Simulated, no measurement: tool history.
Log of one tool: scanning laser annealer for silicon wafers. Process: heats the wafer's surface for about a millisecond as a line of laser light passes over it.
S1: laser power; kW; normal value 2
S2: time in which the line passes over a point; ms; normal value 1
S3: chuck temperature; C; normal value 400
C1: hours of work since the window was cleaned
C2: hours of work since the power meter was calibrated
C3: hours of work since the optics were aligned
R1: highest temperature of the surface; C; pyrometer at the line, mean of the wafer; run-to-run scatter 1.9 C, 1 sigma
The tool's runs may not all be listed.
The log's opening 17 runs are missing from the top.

run 18 hour=735.2 | S1=2 S2=1 S3=431 | C1=341 C2=483 C3=614 | R1=1155
run 19 hour=765.2 | S1=2 S2=1 S3=431 | C1=357 C2=499 C3=629 | R1=1151
run 20 hour=824.4 | S1=2 S2=1 S3=431 | C1=388 C2=530 C3=660 | R1=1148
run 21 hour=869.9 | S1=2 S2=1 S3=431 | C1=412 C2=554 C3=684 | R1=1155
run 22 hour=931.2 | S1=1.794 S2=1 S3=424 | C1=444 C2=586 C3=716 | R1=1061
run 23 hour=958.1 | S1=1.794 S2=1 S3=424 | C1=458 C2=600 C3=730 | R1=1061
run 24 hour=994.4 | S1=2.185 S2=1.21 S3=402 | C1=477 C2=619 C3=749 | R1=1279
run 25 hour=1051 | S1=2.185 S2=1.21 S3=402 | C1=507 C2=649 C3=779 | R1=1280
run 26 hour=1085.9 | S1=1.889 S2=0.77 S3=416 | C1=525 C2=667 C3=797 | R1=1009
run 27 hour=1120.1 | S1=1.83 S2=1.04 S3=407 | C1=543 C2=685 C3=815 | R1=1072
run 28 hour=1175.4 | S1=1.83 S2=1.04 S3=394 | C1=572 C2=714 C3=844 | R1=1056

Estimate the outcome of run 29 from the log above:
run 29 hour=1228.9 | S1=1.783 S2=0.79 S3=400 | C1=600 C2=742 C3=872 | R1=?

R1: 963 C
On a tool with no hidden condition, and with the same random variation, this run would have come out at R1 964 C.
